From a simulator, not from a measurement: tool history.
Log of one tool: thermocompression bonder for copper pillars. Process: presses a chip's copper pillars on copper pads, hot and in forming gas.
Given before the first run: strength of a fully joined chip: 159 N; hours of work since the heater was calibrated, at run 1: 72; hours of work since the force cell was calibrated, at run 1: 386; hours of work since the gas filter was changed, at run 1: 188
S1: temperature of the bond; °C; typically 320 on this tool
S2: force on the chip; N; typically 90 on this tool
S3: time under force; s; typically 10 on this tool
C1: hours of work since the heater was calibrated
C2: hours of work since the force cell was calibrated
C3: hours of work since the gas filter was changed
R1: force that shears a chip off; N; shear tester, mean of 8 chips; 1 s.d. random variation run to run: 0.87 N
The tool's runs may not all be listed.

{"run": 1, "hour": 0.0, "S1": 320, "S2": 90, "S3": 10, "C1": 72, "C2": 386, "C3": 188, "R1": 105}
{"run": 2, "hour": 3.9, "S1": 320, "S2": 90, "S3": 10, "C1": 74, "C2": 388, "C3": 190, "R1": 105.3}
{"run": 3, "hour": 10.1, "S1": 320, "S2": 90, "S3": 10, "C1": 76, "C2": 391, "C3": 193, "R1": 103.6}
{"run": 4, "hour": 18.8, "S1": 320, "S2": 90, "S3": 10, "C1": 80, "C2": 395, "C3": 197, "R1": 105.5}
{"run": 5, "hour": 23.5, "S1": 320, "S2": 90, "S3": 13, "C1": 83, "C2": 397, "C3": 199, "R1": 113}
{"run": 6, "hour": 28.9, "S1": 320, "S2": 90, "S3": 13, "C1": 85, "C2": 399, "C3": 201, "R1": 110.7}
{"run": 7, "hour": 33.2, "S1": 320, "S2": 90, "S3": 13, "C1": 87, "C2": 401, "C3": 203, "R1": 110.2}
{"run": 8, "hour": 41.4, "S1": 320, "S2": 90, "S3": 13, "C1": 91, "C2": 405, "C3": 207, "R1": 111}
{"run": 9, "hour": 50.4, "S1": 320, "S2": 90, "S3": 10, "C1": 95, "C2": 409, "C3": 211, "R1": 104.8}
{"run": 10, "hour": 56.7, "S1": 320, "S2": 90, "S3": 10, "C1": 98, "C2": 412, "C3": 214, "R1": 104.7}
{"run": 11, "hour": 61.7, "S1": 343, "S2": 90, "S3": 10, "C1": 100, "C2": 414, "C3": 216, "R1": 117.5}
{"run": 12, "hour": 66.1, "S1": 293, "S2": 128, "S3": 9, "C1": 102, "C2": 416, "C3": 218, "R1": 94.6}
{"run": 13, "hour": 72.9, "S1": 345, "S2": 55, "S3": 16, "C1": 105, "C2": 419, "C3": 221, "R1": 115.8}
{"run": 14, "hour": 77.3, "S1": 345, "S2": 55, "S3": 16, "C1": 107, "C2": 421, "C3": 223, "R1": 112.2}
{"run": 15, "hour": 84.3, "S1": 296, "S2": 107, "S3": 7, "C1": 110, "C2": 424, "C3": 226, "R1": 82.4}
{"run": 16, "hour": 92.1, "S1": 337, "S2": 63, "S3": 11, "C1": 114, "C2": 428, "C3": 230, "R1": 104.1}
{"run": 17, "hour": 100.4, "S1": 346, "S2": 63, "S3": 23, "C1": 117, "C2": 432, "C3": 234, "R1": 125.9}
{"run": 18, "hour": 107.7, "S1": 320, "S2": 113, "S3": 5, "C1": 121, "C2": 435, "C3": 237, "R1": 92.4}
{"run": 19, "hour": 116.2, "S1": 320, "S2": 113, "S3": 5, "C1": 125, "C2": 439, "C3": 241, "R1": 93}
{"run": 20, "hour": 122.5, "S1": 320, "S2": 83, "S3": 9, "C1": 127, "C2": 442, "C3": 244, "R1": 96.9}
{"run": 21, "hour": 132.0, "S1": 348, "S2": 121, "S3": 16, "C1": 132, "C2": 446, "C3": 248, "R1": 139.2}

Had the tool no unlogged condition, and each run kept its random variation, what would the results have been?
Hidden state present: true temperature of the bond over the reading, C; force that reaches the chip, % of what is set; oxide that the forming gas leaves, % of the face; drift of the gauge itself on shear_n, %.
run=1 R1=110.6
run=2 R1=111
run=3 R1=109.3
run=4 R1=111.5
run=5 R1=119.4
run=6 R1=117.1
run=7 R1=116.6
run=8 R1=117.6
run=9 R1=111.3
run=10 R1=111.2
run=11 R1=124.7
run=12 R1=100.8
run=13 R1=123.2
run=14 R1=119.5
run=15 R1=88.2
run=16 R1=111.2
run=17 R1=134.1
run=18 R1=99.1
run=19 R1=99.8
run=20 R1=104
run=21 R1=148.4
